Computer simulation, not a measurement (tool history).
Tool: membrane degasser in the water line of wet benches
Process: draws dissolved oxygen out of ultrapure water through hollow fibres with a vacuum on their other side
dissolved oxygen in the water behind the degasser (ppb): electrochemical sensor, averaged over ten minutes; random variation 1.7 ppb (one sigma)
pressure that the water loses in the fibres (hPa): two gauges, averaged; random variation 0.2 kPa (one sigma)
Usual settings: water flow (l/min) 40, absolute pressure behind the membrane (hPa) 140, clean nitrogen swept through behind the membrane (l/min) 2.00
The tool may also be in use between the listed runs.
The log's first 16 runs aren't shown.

| run | hour | water flow (l/min) | absolute pressure behind the membrane (hPa) | clean nitrogen swept through behind the membrane (l/min) | dissolved oxygen in the water behind the degasser (ppb) | pressure that the water loses in the fibres (hPa) |
|---|---|---|---|---|---|---|
| 17 | 762.8 | 40 | 178 | 5.03 | 293.9 | 428.6 |
| 18 | 814.1 | 40 | 178 | 5.03 | 294.6 | 429.2 |
| 19 | 862.9 | 40 | 213 | 2.00 | 769.5 | 429.6 |
| 20 | 928.3 | 25 | 140 | 2.11 | 300.6 | 271.9 |
| 21 | 977.7 | 28 | 89 | 1.66 | 227.0 | 297.2 |
| 22 | 1013.4 | 40 | 117 | 2.85 | 292.3 | 432.0 |
| 23 | 1044.4 | 40 | 123 | 2.85 | 311.2 | 429.9 |
| 24 | 1106.3 | 30 | 123 | 2.01 | 316.9 | 321.3 |
| 25 | 1157.3 | 26 | 171 | 2.01 | 410.7 | 279.6 |
| 26 | 1220.1 | 26 | 267 | 2.39 | 572.7 | 281.1 |
| 27 | 1279.9 | 26 | 267 | 2.39 | 578.4 | 274.7 |
| 28 | 1317.8 | 24 | 267 | 5.82 | 240.3 | 260.0 |
| 29 | 1374.0 | 40 | 140 | 3.87 | 281.7 | 428.7 |
| 30 | 1428.0 | 32 | 140 | 3.14 | 271.1 | 348.1 |
| 31 | 1489.8 | 36 | 321 | 2.00 | 1061.0 | 383.2 |
| 32 | 1542.0 | 36 | 321 | 2.00 | 1056.2 | 385.1 |

4 ways to go on from here, each from the tool as it stands after run 32. What would each give?
|  | 1590.2 | vacuum gauge calibrated |
| A | 1590.4 | 36 | 321 | 3.00 | ? | ? |
|  | 1590.2 | vacuum gauge calibrated |
| B | 1590.4 | 35 | 288 | 2.00 | ? | ? |
|  | 1590.2 | vacuum gauge calibrated |
| C | 1590.4 | 36 | 321 | 4.26 | ? | ? |
|  | 1590.2 | vacuum gauge calibrated |
| D | 1590.4 | 60 | 321 | 2.00 | ? | ? |

| run | dissolved oxygen in the water behind the degasser (ppb) | pressure that the water loses in the fibres (hPa) |
|---|---|---|
| A | 761.6 | 388.4 |
| B | 930.8 | 372.8 |
| C | 567.0 | 391.2 |
| D | 1573.0 | 647.5 |
Without the tool's hidden state the same runs would have given:
| run | dissolved oxygen in the water behind the degasser (ppb) | pressure that the water loses in the fibres (hPa) |
|---|---|---|
| A | 757.6 | 385.2 |
| B | 926.6 | 369.8 |
| C | 563.5 | 388.0 |
| D | 1569.2 | 642.2 |

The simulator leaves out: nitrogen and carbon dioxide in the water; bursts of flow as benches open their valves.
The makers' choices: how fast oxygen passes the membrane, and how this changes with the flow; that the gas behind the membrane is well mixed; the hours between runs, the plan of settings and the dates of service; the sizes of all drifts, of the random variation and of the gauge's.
